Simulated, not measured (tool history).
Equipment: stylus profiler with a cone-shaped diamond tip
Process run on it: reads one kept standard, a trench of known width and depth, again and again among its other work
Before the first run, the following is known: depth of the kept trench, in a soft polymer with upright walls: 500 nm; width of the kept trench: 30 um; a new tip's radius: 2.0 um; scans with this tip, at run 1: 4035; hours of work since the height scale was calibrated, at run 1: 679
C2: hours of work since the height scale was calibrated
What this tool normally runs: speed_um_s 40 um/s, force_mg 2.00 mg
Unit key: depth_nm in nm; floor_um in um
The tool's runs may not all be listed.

run 1 hour=0.0 | speed_um_s=40 force_mg=2.00 | scans_with_this_tip=4035 C2=679 | depth_nm=502.70 floor_um=26.87
run 2 hour=40.8 | speed_um_s=27 force_mg=2.00 | scans_with_this_tip=4132 C2=696 | depth_nm=502.72 floor_um=27.01
run 3 hour=90.6 | speed_um_s=40 force_mg=2.00 | scans_with_this_tip=4251 C2=716 | depth_nm=502.80 floor_um=26.88
run 4 hour=135.5 | speed_um_s=40 force_mg=2.00 | scans_with_this_tip=4358 C2=734 | depth_nm=502.96 floor_um=26.90
run 5 hour=204.1 | speed_um_s=40 force_mg=2.00 | scans_with_this_tip=4522 C2=761 | depth_nm=502.66 floor_um=26.88
run 6 hour=257.4 | speed_um_s=40 force_mg=2.00 | scans_with_this_tip=4650 C2=783 | depth_nm=502.69 floor_um=26.97
run 7 hour=308.1 | speed_um_s=22 force_mg=2.00 | scans_with_this_tip=4771 C2=803 | depth_nm=502.60 floor_um=26.94
run 8 hour=373.5 | speed_um_s=22 force_mg=2.00 | scans_with_this_tip=4927 C2=830 | depth_nm=502.68 floor_um=26.93
run 9 hour=456.8 | speed_um_s=22 force_mg=2.00 | scans_with_this_tip=5126 C2=863 | depth_nm=502.38 floor_um=26.91
run 10 hour=534.6 | speed_um_s=40 force_mg=0.82 | scans_with_this_tip=5312 C2=894 | depth_nm=500.41 floor_um=26.73
run 11 hour=618.2 | speed_um_s=40 force_mg=2.00 | scans_with_this_tip=5512 C2=928 | depth_nm=502.40 floor_um=26.81
run 12 hour=673.9 | speed_um_s=40 force_mg=2.00 | scans_with_this_tip=5645 C2=950 | depth_nm=502.24 floor_um=26.86
run 13 hour=729.8 | speed_um_s=40 force_mg=2.00 | scans_with_this_tip=5779 C2=973 | depth_nm=502.32 floor_um=26.89
run 14 hour=815.0 | speed_um_s=40 force_mg=2.00 | scans_with_this_tip=5982 C2=1007 | depth_nm=502.31 floor_um=26.81
run 15 hour=866.8 | speed_um_s=40 force_mg=2.00 | scans_with_this_tip=6106 C2=1028 | depth_nm=502.16 floor_um=26.81
run 16 hour=954.0 | speed_um_s=40 force_mg=2.00 | scans_with_this_tip=6314 C2=1063 | depth_nm=501.98 floor_um=26.79
run 17 hour=1029.2 | speed_um_s=40 force_mg=2.00 | scans_with_this_tip=6494 C2=1093 | depth_nm=502.25 floor_um=26.78
run 18 hour=1114.3 | speed_um_s=33 force_mg=2.00 | scans_with_this_tip=6698 C2=1128 | depth_nm=501.83 floor_um=26.77
run 19 hour=1171.1 | speed_um_s=33 force_mg=2.00 | scans_with_this_tip=6833 C2=1150 | depth_nm=501.86 floor_um=26.81
-- hour=1179.6 height scale calibrated on a step standard
run 20 hour=1211.6 | speed_um_s=33 force_mg=2.00 | scans_with_this_tip=6929 C2=13 | depth_nm=501.28 floor_um=26.71
run 21 hour=1287.5 | speed_um_s=33 force_mg=2.00 | scans_with_this_tip=7110 C2=43 | depth_nm=500.75 floor_um=26.76
run 22 hour=1346.3 | speed_um_s=33 force_mg=0.90 | scans_with_this_tip=7251 C2=67 | depth_nm=499.26 floor_um=26.77
run 23 hour=1408.6 | speed_um_s=33 force_mg=2.97 | scans_with_this_tip=7400 C2=92 | depth_nm=502.08 floor_um=26.75
run 24 hour=1451.3 | speed_um_s=15 force_mg=5.14 | scans_with_this_tip=7502 C2=109 | depth_nm=504.30 floor_um=26.87
run 25 hour=1491.3 | speed_um_s=45 force_mg=2.01 | scans_with_this_tip=7597 C2=125 | depth_nm=500.90 floor_um=26.71
-- hour=1521.1 height scale calibrated on a step standard, once more
run 26 hour=1560.7 | speed_um_s=45 force_mg=2.01 | scans_with_this_tip=7762 C2=16 | depth_nm=504.08 floor_um=26.70
run 27 hour=1636.9 | speed_um_s=22 force_mg=2.20 | scans_with_this_tip=7944 C2=47 | depth_nm=503.96 floor_um=26.79
run 28 hour=1694.7 | speed_um_s=12 force_mg=2.30 | scans_with_this_tip=8082 C2=70 | depth_nm=503.98 floor_um=26.79
run 29 hour=1745.6 | speed_um_s=106 force_mg=1.85 | scans_with_this_tip=8204 C2=90 | depth_nm=503.38 floor_um=26.38
run 30 hour=1811.2 | speed_um_s=23 force_mg=4.62 | scans_with_this_tip=8361 C2=117 | depth_nm=506.51 floor_um=26.83
run 31 hour=1889.2 | speed_um_s=75 force_mg=1.04 | scans_with_this_tip=8547 C2=148 | depth_nm=502.17 floor_um=26.39
run 32 hour=1937.5 | speed_um_s=40 force_mg=3.32 | scans_with_this_tip=8663 C2=168 | depth_nm=505.12 floor_um=26.72
run 33 hour=1978.9 | speed_um_s=33 force_mg=1.63 | scans_with_this_tip=8761 C2=184 | depth_nm=502.89 floor_um=26.69
run 34 hour=2036.9 | speed_um_s=97 force_mg=4.43 | scans_with_this_tip=8900 C2=208 | depth_nm=506.07 floor_um=26.53
run 35 hour=2086.8 | speed_um_s=27 force_mg=4.43 | scans_with_this_tip=9019 C2=228 | depth_nm=506.08 floor_um=26.70
run 36 hour=2134.6 | speed_um_s=27 force_mg=4.43 | scans_with_this_tip=9134 C2=247 | depth_nm=505.84 floor_um=26.67
run 37 hour=2209.7 | speed_um_s=40 force_mg=1.09 | scans_with_this_tip=9313 C2=277 | depth_nm=502.24 floor_um=26.58
run 38 hour=2247.1 | speed_um_s=35 force_mg=0.70 | scans_with_this_tip=9403 C2=292 | depth_nm=501.38 floor_um=26.55
run 39 hour=2325.5 | speed_um_s=110 force_mg=0.83 | scans_with_this_tip=9590 C2=324 | depth_nm=501.31 floor_um=26.09
run 40 hour=2404.8 | speed_um_s=110 force_mg=0.83 | scans_with_this_tip=9779 C2=356 | depth_nm=501.44 floor_um=26.05
run 41 hour=2485.9 | speed_um_s=11 force_mg=1.47 | scans_with_this_tip=9973 C2=388 | depth_nm=502.27 floor_um=26.75
run 42 hour=2527.0 | speed_um_s=11 force_mg=1.47 | scans_with_this_tip=10071 C2=405 | depth_nm=502.34 floor_um=26.70
run 43 hour=2596.9 | speed_um_s=39 force_mg=2.51 | scans_with_this_tip=10238 C2=433 | depth_nm=503.59 floor_um=26.64
run 44 hour=2669.2 | speed_um_s=44 force_mg=2.97 | scans_with_this_tip=10411 C2=462 | depth_nm=504.49 floor_um=26.58
run 45 hour=2730.4 | speed_um_s=35 force_mg=0.94 | scans_with_this_tip=10557 C2=487 | depth_nm=501.37 floor_um=26.51
run 46 hour=2794.1 | speed_um_s=35 force_mg=0.94 | scans_with_this_tip=10710 C2=512 | depth_nm=501.13 floor_um=26.48

Hidden condition of the tool, last listed run before each entry between runs versus first listed run after:
From run 19 to run 20: height scale calibrated on a step standard (hour 1179.6)
  radius of the tip, um: 2.6 -> 2.61; height scale over the true one, %: -0.411 -> -0.571
  measured value less the no-hidden-state value, depth_nm: -2.08 -> -2.88 nm; floor_um: -0.42 -> -0.43 um
From run 25 to run 26: height scale calibrated on a step standard, once more (hour 1521.1)
  radius of the tip, um: 2.66 -> 2.68; height scale over the true one, %: -0.612 -> -0.034
  measured value less the no-hidden-state value, depth_nm: -3.09 -> -0.17 nm; floor_um: -0.46 -> -0.47 um
